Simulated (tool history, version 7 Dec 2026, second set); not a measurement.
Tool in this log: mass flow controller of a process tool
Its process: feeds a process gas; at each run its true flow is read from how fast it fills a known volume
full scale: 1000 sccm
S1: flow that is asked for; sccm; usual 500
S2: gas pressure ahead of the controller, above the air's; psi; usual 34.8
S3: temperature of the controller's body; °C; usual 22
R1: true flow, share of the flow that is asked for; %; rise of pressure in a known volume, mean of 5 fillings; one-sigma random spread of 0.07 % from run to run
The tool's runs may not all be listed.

run 1 hour=0.0 | S1=500 S2=34.8 S3=22 | R1=99.36
run 2 hour=323.1 | S1=172 S2=34.8 S3=22 | R1=98.41
run 3 hour=800.2 | S1=172 S2=34.8 S3=22 | R1=98.13
run 4 hour=1198.5 | S1=172 S2=34.8 S3=22 | R1=98.00
run 5 hour=1675.1 | S1=500 S2=34.8 S3=22 | R1=99.29
run 6 hour=2011.5 | S1=500 S2=34.8 S3=22 | R1=99.18
run 7 hour=2245.5 | S1=272 S2=34.8 S3=22 | R1=98.12
run 8 hour=2513.8 | S1=272 S2=34.8 S3=22 | R1=98.12
run 9 hour=2877.9 | S1=272 S2=34.8 S3=22 | R1=98.09
run 10 hour=3322.8 | S1=272 S2=34.8 S3=22 | R1=98.08
run 11 hour=3664.6 | S1=500 S2=34.8 S3=22 | R1=99.03
run 12 hour=3864.0 | S1=500 S2=34.8 S3=22 | R1=98.86
run 13 hour=4227.7 | S1=500 S2=34.8 S3=22 | R1=98.93
run 14 hour=4444.0 | S1=500 S2=34.8 S3=22 | R1=98.88
run 15 hour=4927.0 | S1=500 S2=34.8 S3=22 | R1=98.81
run 16 hour=5241.6 | S1=500 S2=34.8 S3=22 | R1=98.81
run 17 hour=5526.7 | S1=500 S2=35.1 S3=22 | R1=98.59
run 18 hour=5928.7 | S1=500 S2=23.9 S3=22 | R1=98.67
run 19 hour=6129.7 | S1=500 S2=23.9 S3=22 | R1=98.52
run 20 hour=6533.2 | S1=500 S2=23.9 S3=22 | R1=98.48
run 21 hour=6841.8 | S1=195 S2=23.9 S3=22 | R1=96.03
run 22 hour=7059.7 | S1=500 S2=34.8 S3=22 | R1=98.74
run 23 hour=7518.4 | S1=500 S2=34.8 S3=20 | R1=98.40
run 24 hour=7957.3 | S1=335 S2=34.8 S3=22 | R1=97.60
run 25 hour=8310.1 | S1=500 S2=28.9 S3=24 | R1=98.48
run 26 hour=8702.5 | S1=226 S2=35.0 S3=22 | R1=96.02
-- hour=8726.7 controller's zero set anew
run 27 hour=9070.6 | S1=160 S2=21.5 S3=28 | R1=91.12
run 28 hour=9464.9 | S1=274 S2=21.5 S3=31 | R1=94.83
run 29 hour=9730.3 | S1=932 S2=30.6 S3=27 | R1=99.33
run 30 hour=10052.1 | S1=932 S2=30.6 S3=27 | R1=99.44
-- hour=10113.9 controller's zero set anew, once more
run 31 hour=10469.8 | S1=500 S2=24.9 S3=22 | R1=100.02
run 32 hour=10853.8 | S1=500 S2=24.9 S3=22 | R1=100.03
run 33 hour=11085.6 | S1=500 S2=24.9 S3=22 | R1=99.92
run 34 hour=11291.5 | S1=357 S2=38.3 S3=39 | R1=100.59
run 35 hour=11715.0 | S1=313 S2=38.3 S3=36 | R1=100.26
run 36 hour=12149.3 | S1=313 S2=31.5 S3=26 | R1=99.61
run 37 hour=12511.1 | S1=311 S2=23.1 S3=34 | R1=99.79
run 38 hour=12818.6 | S1=311 S2=23.1 S3=34 | R1=99.73
run 39 hour=13100.0 | S1=167 S2=40.5 S3=22 | R1=98.51
run 40 hour=13412.9 | S1=735 S2=20.7 S3=22 | R1=100.22
run 41 hour=13662.2 | S1=258 S2=34.8 S3=23 | R1=98.88
run 42 hour=13921.6 | S1=500 S2=25.4 S3=26 | R1=99.75
run 43 hour=14321.0 | S1=500 S2=30.2 S3=24 | R1=99.57

For run 44, what comes out?
run 44 hour=14769.8 | S1=161 S2=29.3 S3=31 | R1=?

Run 44 gave R1 97.84 %.
If the tool had no hidden condition, the same run with the same run-to-run variation would have returned R1 99.14 %.
